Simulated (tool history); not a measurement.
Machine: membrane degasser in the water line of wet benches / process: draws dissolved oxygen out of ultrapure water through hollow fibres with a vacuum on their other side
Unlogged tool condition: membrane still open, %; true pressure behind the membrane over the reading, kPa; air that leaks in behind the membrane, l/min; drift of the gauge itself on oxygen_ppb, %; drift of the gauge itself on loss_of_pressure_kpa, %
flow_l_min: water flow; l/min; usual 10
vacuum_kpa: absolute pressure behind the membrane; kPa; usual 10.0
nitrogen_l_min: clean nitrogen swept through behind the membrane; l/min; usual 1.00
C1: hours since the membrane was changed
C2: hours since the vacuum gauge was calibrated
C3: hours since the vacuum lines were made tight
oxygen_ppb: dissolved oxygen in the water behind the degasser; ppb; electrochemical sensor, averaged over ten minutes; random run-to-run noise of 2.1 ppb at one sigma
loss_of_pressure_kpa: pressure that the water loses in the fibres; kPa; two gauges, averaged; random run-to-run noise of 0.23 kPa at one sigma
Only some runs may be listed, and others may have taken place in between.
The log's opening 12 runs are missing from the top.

run 13 hour=1002.3 | flow_l_min=10 vacuum_kpa=6.8 nitrogen_l_min=1.00 | C1=4455 C2=1294 C3=3914 | oxygen_ppb=151.0 loss_of_pressure_kpa=61.25
run 14 hour=1091.8 | flow_l_min=10 vacuum_kpa=6.8 nitrogen_l_min=1.00 | C1=4544 C2=1384 C3=4003 | oxygen_ppb=155.8 loss_of_pressure_kpa=60.91
run 15 hour=1153.3 | flow_l_min=10 vacuum_kpa=6.8 nitrogen_l_min=0.49 | C1=4606 C2=1445 C3=4065 | oxygen_ppb=228.5 loss_of_pressure_kpa=61.08
run 16 hour=1226.3 | flow_l_min=10 vacuum_kpa=6.8 nitrogen_l_min=0.49 | C1=4679 C2=1518 C3=4138 | oxygen_ppb=227.8 loss_of_pressure_kpa=61.06
run 17 hour=1285.7 | flow_l_min=9 vacuum_kpa=20.1 nitrogen_l_min=0.49 | C1=4738 C2=1577 C3=4197 | oxygen_ppb=703.1 loss_of_pressure_kpa=54.85
run 18 hour=1375.2 | flow_l_min=7 vacuum_kpa=6.3 nitrogen_l_min=0.74 | C1=4828 C2=1667 C3=4287 | oxygen_ppb=87.8 loss_of_pressure_kpa=42.93
run 19 hour=1472.3 | flow_l_min=8 vacuum_kpa=10.0 nitrogen_l_min=2.20 | C1=4925 C2=1764 C3=4384 | oxygen_ppb=90.5 loss_of_pressure_kpa=48.62
run 20 hour=1524.9 | flow_l_min=7 vacuum_kpa=8.9 nitrogen_l_min=0.57 | C1=4978 C2=1817 C3=4436 | oxygen_ppb=180.1 loss_of_pressure_kpa=42.80
run 21 hour=1629.2 | flow_l_min=13 vacuum_kpa=10.0 nitrogen_l_min=2.57 | C1=5082 C2=1921 C3=4541 | oxygen_ppb=253.7 loss_of_pressure_kpa=79.35
run 22 hour=1728.1 | flow_l_min=13 vacuum_kpa=10.0 nitrogen_l_min=2.57 | C1=5181 C2=2020 C3=4640 | oxygen_ppb=256.0 loss_of_pressure_kpa=79.92
run 23 hour=1835.8 | flow_l_min=13 vacuum_kpa=6.9 nitrogen_l_min=2.57 | C1=5288 C2=2128 C3=4747 | oxygen_ppb=213.4 loss_of_pressure_kpa=79.44
run 24 hour=1891.1 | flow_l_min=9 vacuum_kpa=13.9 nitrogen_l_min=1.03 | C1=5344 C2=2183 C3=4803 | oxygen_ppb=265.6 loss_of_pressure_kpa=54.92
run 25 hour=2005.3 | flow_l_min=9 vacuum_kpa=13.9 nitrogen_l_min=1.03 | C1=5458 C2=2297 C3=4917 | oxygen_ppb=274.2 loss_of_pressure_kpa=55.93
run 26 hour=2075.8 | flow_l_min=8 vacuum_kpa=7.3 nitrogen_l_min=1.00 | C1=5528 C2=2368 C3=4987 | oxygen_ppb=111.8 loss_of_pressure_kpa=49.32
run 27 hour=2138.9 | flow_l_min=8 vacuum_kpa=23.4 nitrogen_l_min=1.83 | C1=5591 C2=2431 C3=5050 | oxygen_ppb=245.6 loss_of_pressure_kpa=49.27
run 28 hour=2188.9 | flow_l_min=8 vacuum_kpa=23.4 nitrogen_l_min=1.83 | C1=5641 C2=2481 C3=5100 | oxygen_ppb=247.7 loss_of_pressure_kpa=49.51
run 29 hour=2260.3 | flow_l_min=9 vacuum_kpa=10.0 nitrogen_l_min=1.66 | C1=5713 C2=2552 C3=5172 | oxygen_ppb=138.7 loss_of_pressure_kpa=55.70
run 30 hour=2342.2 | flow_l_min=9 vacuum_kpa=10.0 nitrogen_l_min=1.66 | C1=5795 C2=2634 C3=5254 | oxygen_ppb=139.5 loss_of_pressure_kpa=55.36
run 31 hour=2399.6 | flow_l_min=7 vacuum_kpa=7.4 nitrogen_l_min=1.26 | C1=5852 C2=2691 C3=5311 | oxygen_ppb=76.5 loss_of_pressure_kpa=43.41
run 32 hour=2499.8 | flow_l_min=12 vacuum_kpa=7.4 nitrogen_l_min=1.26 | C1=5952 C2=2792 C3=5411 | oxygen_ppb=240.1 loss_of_pressure_kpa=74.40

Alternative continuations, all from the tool just after run 32; predict every row:
run A hour=2552.3 | flow_l_min=10 vacuum_kpa=9.5 nitrogen_l_min=2.32 | C1=6005 C2=2844 C3=5464 | oxygen_ppb=? loss_of_pressure_kpa=?
run B hour=2552.3 | flow_l_min=10 vacuum_kpa=9.0 nitrogen_l_min=0.71 | C1=6005 C2=2844 C3=5464 | oxygen_ppb=? loss_of_pressure_kpa=?
run C hour=2552.3 | flow_l_min=15 vacuum_kpa=10.0 nitrogen_l_min=0.50 | C1=6005 C2=2844 C3=5464 | oxygen_ppb=? loss_of_pressure_kpa=?

run=A oxygen_ppb=142.7 loss_of_pressure_kpa=62.22
run=B oxygen_ppb=261.5 loss_of_pressure_kpa=62.20
run=C oxygen_ppb=663.4 loss_of_pressure_kpa=93.40
What these runs would have given with no unlogged condition in the tool:
run=A oxygen_ppb=119.4 loss_of_pressure_kpa=58.14
run=B oxygen_ppb=235.0 loss_of_pressure_kpa=58.12
run=C oxygen_ppb=602.3 loss_of_pressure_kpa=87.27
